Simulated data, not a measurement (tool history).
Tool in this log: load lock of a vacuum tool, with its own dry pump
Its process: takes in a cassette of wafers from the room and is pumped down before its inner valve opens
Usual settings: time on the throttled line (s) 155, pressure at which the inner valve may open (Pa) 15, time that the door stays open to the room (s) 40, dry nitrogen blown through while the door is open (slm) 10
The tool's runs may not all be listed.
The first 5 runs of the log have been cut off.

| run | hour | time on the throttled line (s) | pressure at which the inner valve may open (Pa) | time that the door stays open to the room (s) | dry nitrogen blown through while the door is open (slm) | incoming humidity of the room's air, % | time from the closed door until the inner valve may open (s) | rise of the pressure with all valves shut (Pa/min) |
|---|---|---|---|---|---|---|---|---|
| 6 | 535.6 | 214 | 15 | 40 | 10 | 44.4 | 289.3 | 0.047 |
| 7 | 622 | 155 | 15 | 40 | 10 | 43.6 | 236 | 0.048 |
| 8 | 725.9 | 155 | 15 | 40 | 10 | 42.5 | 236.1 | 0.044 |
| 9 | 817.6 | 155 | 15 | 40 | 10 | 44.5 | 235.6 | 0.049 |
| 10 | 931 | 155 | 15 | 40 | 6 | 46.7 | 237.2 | 0.061 |
| 11 | 1038.4 | 155 | 15 | 40 | 6 | 45.1 | 234.6 | 0.059 |
| 12 | 1106.9 | 155 | 15 | 40 | 6 | 44.5 | 237.6 | 0.055 |
| 13 | 1202.6 | 155 | 15 | 40 | 6 | 45.9 | 236.3 | 0.058 |
| 14 | 1302.7 | 155 | 15 | 40 | 6 | 44 | 238.4 | 0.055 |
| 15 | 1370.6 | 155 | 15 | 40 | 6 | 45.4 | 237 | 0.058 |
| 16 | 1470.3 | 155 | 15 | 40 | 10 | 44.9 | 238.4 | 0.051 |
| 17 | 1547.8 | 155 | 15 | 40 | 10 | 45.1 | 237.3 | 0.048 |
| 18 | 1693.5 | 155 | 15 | 120 | 10 | 46.8 | 239.7 | 0.07 |
| 19 | 1846.2 | 155 | 15 | 120 | 9 | 44 | 236.9 | 0.061 |
| 20 | 1968.7 | 155 | 15 | 120 | 9 | 49.1 | 240 | 0.069 |
| 21 | 2126.7 | 102 | 15 | 188 | 9 | 47.9 | 193.6 | 0.078 |
| 22 | 2262.1 | 102 | 15 | 188 | 9 | 47.8 | 192.6 | 0.083 |
| 23 | 2328.5 | 221 | 15 | 188 | 9 | 46 | 292.8 | 0.071 |
| 24 | 2473.4 | 123 | 15 | 48 | 10 | 43 | 210 | 0.051 |
| 25 | 2545.8 | 123 | 15 | 48 | 10 | 42.2 | 212 | 0.05 |
| 26 | 2624.1 | 155 | 14 | 88 | 11 | 47.6 | 241.3 | 0.064 |
| 27 | 2782.5 | 217 | 25 | 31 | 25 | 45.6 | 285.4 | 0.047 |
| 28 | 2865.7 | 87 | 18 | 118 | 23 | 44.1 | 179.6 | 0.052 |
| 29 | 2979.4 | 148 | 18 | 223 | 23 | 41 | 232.1 | 0.067 |

What does the tool deliver on the next run?
| 30 | 3138.1 | 155 | 15 | 40 | 25 | 44 | ? | ? |

{"run 30": {"time from the closed door until the inner valve may open (s)": 240.8, "rise of the pressure with all valves shut (Pa/min)": 0.046}}
With no hidden state in the tool, this same run would have given time from the closed door until the inner valve may open (s) 222.1, rise of the pressure with all valves shut (Pa/min) 0.03.
